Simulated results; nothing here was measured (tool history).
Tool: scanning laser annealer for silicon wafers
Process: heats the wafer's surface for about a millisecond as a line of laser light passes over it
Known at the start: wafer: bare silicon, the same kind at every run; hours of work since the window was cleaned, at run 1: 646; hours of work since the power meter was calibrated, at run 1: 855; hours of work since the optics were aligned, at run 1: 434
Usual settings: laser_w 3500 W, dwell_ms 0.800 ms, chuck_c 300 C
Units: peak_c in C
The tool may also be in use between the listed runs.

run   hour  laser_w  dwell_ms  chuck_c  hours of work since the window was cleaned  hours of work since the power meter was calibrated  hours of work since the optics were aligned  peak_c
  1    0.0     3500     0.800      300                                         646                                                 855                                          434    1043
  2   31.6     3500     0.800      300                                         667                                                 876                                          455    1042
  3   68.2     3500     0.800      300                                         691                                                 900                                          479    1040
  4   93.8     3500     0.800      300                                         708                                                 917                                          496    1039
  5  117.9     3379     0.800      300                                         724                                                 933                                          512    1009
  6  153.9     3379     0.800      300                                         747                                                 956                                          535    1007
  7  194.6     3379     0.800      300                                         774                                                 983                                          562    1009
  8  220.7     3831     0.800      300                                         791                                                1000                                          579    1127
  9  246.3     3831     0.800      300                                         808                                                1017                                          596    1130
     250.9  -- window over the wafer cleaned
 10  273.1     3831     0.800      300                                          15                                                1033                                          612    1108
 11  290.6     3831     0.800      300                                          26                                                1045                                          624    1110
 12  320.8     3831     0.800      300                                          46                                                1065                                          644    1110
 13  348.6     3831     0.800      300                                          64                                                1083                                          662    1107
     358.5  -- window over the wafer cleaned, once more
 14  386.9     3141     0.923      300                                          19                                                1107                                          686    1003
 15  406.2     2987     0.718      300                                          31                                                1119                                          698     892
 16  434.6     3500     0.867      271                                          50                                                1138                                          717    1055
 17  464.2     3654     0.925      287                                          69                                                1157                                          736    1139
 18  496.4     3193     0.919      300                                          91                                                1179                                          758    1017
 19  515.4     3193     0.919      300                                         103                                                1191                                          770    1012
 20  543.1     3036     0.565      271                                         121                                                1209                                          788     816
 21  584.0     3152     0.827      307                                         148                                                1236                                          815     980
 22  601.8     3150     0.575      339                                         160                                                1248                                          827     913
 23  631.4     3150     0.575      339                                         179                                                1267                                          846     912
 24  663.1     3311     0.575      338                                         200                                                1288                                          867     951
 25  682.1     3375     0.856      300                                         213                                                1301                                          880    1041

Forecast each of these 5 alternatives for the next run:
  A  710.0     3045     0.833      319                                         231                                                1319                                          898       ?
  B  710.0     3375     0.672      300                                         231                                                1319                                          898       ?
  C  710.0     3491     0.856      300                                         231                                                1319                                          898       ?
  D  710.0     3217     0.741      296                                         231                                                1319                                          898       ?
  E  710.0     3007     0.800      300                                         231                                                1319                                          898       ?

run  peak_c
  A     962
  B     968
  C    1070
  D     954
  E     923
Without the tool's hidden state the same runs would have given:
run  peak_c
  A     974
  B     981
  C    1085
  D     967
  E     935

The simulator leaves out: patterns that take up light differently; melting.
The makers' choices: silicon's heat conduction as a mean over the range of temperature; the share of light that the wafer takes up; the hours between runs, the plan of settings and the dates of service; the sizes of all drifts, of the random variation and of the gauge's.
